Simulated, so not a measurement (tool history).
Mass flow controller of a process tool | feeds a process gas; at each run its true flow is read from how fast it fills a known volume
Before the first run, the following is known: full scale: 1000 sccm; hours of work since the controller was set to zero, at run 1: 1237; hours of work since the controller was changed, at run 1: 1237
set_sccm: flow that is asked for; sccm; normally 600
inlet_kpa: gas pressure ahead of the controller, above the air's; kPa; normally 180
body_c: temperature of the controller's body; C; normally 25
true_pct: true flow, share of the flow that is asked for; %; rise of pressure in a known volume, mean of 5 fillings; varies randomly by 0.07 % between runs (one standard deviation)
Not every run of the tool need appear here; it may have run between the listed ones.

run	hour	set_sccm	inlet_kpa	body_c	hours of work since the controller was set to zero	hours of work since the controller was changed	true_pct
1	0	600	180	25	1237	1237	98.04
2	86.3	427	180	25	1285	1285	97.31
3	190.3	600	180	32	1343	1343	98.41
4	330.2	600	180	32	1420	1420	98.39
5	449.5	600	180	32	1487	1487	98.2
6	597.8	600	180	32	1569	1569	98.22
7	724.1	169	156	31	1639	1639	95.42
8	886.1	180	178	32	1729	1729	95.71
9	1051.8	180	178	32	1821	1821	95.36
10	1155.6	180	178	32	1878	1878	95.38
11	1264.9	269	185	32	1939	1939	96.3
12	1428.8	269	185	32	2030	2030	96.11

Below, each run's measurement less what the same run would have read without the hidden state. Both values contain the same run-to-run variation, but the gauge's scatter may not be the same in both:
Unlogged tool condition in this case: flow at rest that the sensor doesn't see, % of full scale; true flow over the shown one, %; drift of the gauge itself on true_pct, %.
run	true_pct
1	-0.54
2	-0.73
3	-0.61
4	-0.66
5	-0.69
6	-0.73
7	-2.01
8	-2.02
9	-2.12
10	-2.19
11	-1.65
12	-1.73
